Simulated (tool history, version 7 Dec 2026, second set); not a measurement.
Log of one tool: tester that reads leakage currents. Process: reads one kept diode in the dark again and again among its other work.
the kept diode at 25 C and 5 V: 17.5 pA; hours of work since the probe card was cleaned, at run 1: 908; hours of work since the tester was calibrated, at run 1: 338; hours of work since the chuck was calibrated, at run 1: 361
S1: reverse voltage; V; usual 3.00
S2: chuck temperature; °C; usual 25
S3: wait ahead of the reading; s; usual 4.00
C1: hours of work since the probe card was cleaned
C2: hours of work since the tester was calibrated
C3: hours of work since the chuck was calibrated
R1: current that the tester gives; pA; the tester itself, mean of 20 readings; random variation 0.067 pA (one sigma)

run	day	S1	S2	S3	C1	C2	C3	R1
1	0.000	3.00	25	4.00	908	338	361	17.80
2	1.150	3.00	25	4.00	926	356	379	18.02
3	2.308	3.00	25	4.00	944	374	397	17.91
4	3.475	3.00	25	4.00	963	393	415	18.07
5	4.029	3.00	25	4.00	971	401	424	18.04
6	5.167	3.00	54	4.00	989	419	442	136.09
7	6.250	3.00	54	4.00	1006	436	459	135.91
8	7.279	17.80	25	7.22	1022	452	475	45.95
9	8.492	17.80	25	7.22	1041	471	494	46.11
10	9.775	1.43	48	3.04	1061	491	514	69.35
11	10.812	5.49	25	1.82	1077	508	530	24.75
12	11.500	6.56	25	1.82	1088	518	541	27.31
13	12.275	1.04	27	0.54	1100	530	553	13.90
14	13.121	3.86	43	0.39	1113	544	566	72.69

3 ways to go on from here, each from the tool as it stands after run 14. What would each give?
A	14.392	1.61	21	1.13	1133	563	586	?
B	14.392	3.86	32	1.42	1133	563	586	?
C	14.392	3.86	43	1.98	1133	563	586	?

run	R1
A	10.73
B	34.04
C	72.12
Without the tool's hidden state the same runs would have given:
run	R1
A	8.60
B	28.60
C	65.05
